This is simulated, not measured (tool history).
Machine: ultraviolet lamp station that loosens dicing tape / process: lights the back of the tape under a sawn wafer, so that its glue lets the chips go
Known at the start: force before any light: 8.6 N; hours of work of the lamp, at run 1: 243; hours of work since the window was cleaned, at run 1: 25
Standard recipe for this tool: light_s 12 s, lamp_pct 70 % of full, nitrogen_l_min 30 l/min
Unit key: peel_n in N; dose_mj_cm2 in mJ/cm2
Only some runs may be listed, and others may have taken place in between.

run   hour  light_s  lamp_pct  nitrogen_l_min  hours of work of the lamp  hours of work since the window was cleaned  peel_n  dose_mj_cm2
  1    0.0       12        70              30                        243                                          25   1.223          440
  2   13.0       12        70              30                        249                                          32   1.180          437
  3   21.9       12        70              30                        253                                          36   1.229          437
  4   36.5       12        70              30                        260                                          43   1.241          438
  5   52.2        9        70              30                        268                                          50   1.976          328
  6   68.1        9        70              30                        276                                          58   2.025          323
  7   79.8       12        70              30                        281                                          64   1.307          429
  8   96.4       12        70              30                        289                                          72   1.346          426
  9  105.9       12        70              30                        294                                          76   1.389          426
 10  114.4       12        70              30                        298                                          80   1.361          425
 11  123.9       19        70              30                        302                                          85   0.563          671
 12  134.7       19        70              30                        307                                          90   0.561          667
 13  147.9       21        70              30                        314                                          96   0.490          731
 14  154.9       12        70              30                        317                                         100   1.365          416
     156.2  -- window cleaned of glue's vapour
 15  168.2       12        70              30                        323                                           6   1.411          403
 16  182.8       12        70              30                        330                                          13   1.347          407
 17  197.2       17        70              30                        337                                          20   0.779          572
 18  205.2       12        80              30                        341                                          23   1.129          456
     215.7  -- window cleaned of glue's vapour, once more
 19  217.1       12        80              30                        346                                           1   1.026          486
 20  225.4       12        80              30                        350                                           5   1.085          476
 21  236.6       12        80              30                        356                                          10   1.095          477
 22  247.8       12        80              30                        361                                          15   1.038          480
 23  262.2        7        70              30                        368                                          22   2.863          241
 24  274.5       12        66              26                        374                                          28   1.673          388
 25  281.5       12        66              26                        377                                          31   1.738          391
 26  289.0       12        68              13                        381                                          35   2.361          399
 27  305.7       12        68              13                        389                                          43   2.399          397
 28  319.1       24        68              10                        395                                          49   0.965          785
 29  333.6       24        68              10                        402                                          56   0.989          784
 30  346.9       13        62              30                        408                                          63   1.573          382
 31  353.9       13        62              30                        412                                          66   1.533          377
 32  361.1       10        91              30                        415                                          70   1.255          431
 33  369.5       16        84              11                        419                                          74   1.289          628
 34  384.2       16        84              11                        426                                          81   1.361          629
 35  391.1       16        84              11                        430                                          84   1.334          631
 36  400.9       16        84              11                        434                                          89   1.326          619
 37  408.6       16        84              11                        438                                          92   1.363          619
 38  425.7        9        95              13                        446                                         100   2.341          392
 39  442.5       10        63              12                        454                                         109   3.263          288
 40  453.8       12        76              27                        460                                         114   1.475          415
 41  465.0       12        76              27                        465                                         119   1.477          412
 42  479.6       13        70              22                        472                                         126   1.679          409
 43  487.8       13        70              17                        476                                         130   1.897          408

Branching from run 43: 4 alternative next runs. What would each branch give?
  A  495.1       17        71              22                        479                                         134       ?            ?
  B  495.1       13        70              18                        479                                         134       ?            ?
  C  495.1       19        76              10                        479                                         134       ?            ?
  D  495.1       12        79              30                        479                                         134       ?            ?

run  peel_n  dose_mj_cm2
  A   1.082          539
  B   1.896          414
  C   1.340          641
  D   1.303          421
The same runs, with their run-to-run variation unchanged, on a tool lacking any hidden condition would have given:
run  peel_n  dose_mj_cm2
  A   0.574          751
  B   1.112          576
  C   0.729          893
  D   0.707          587
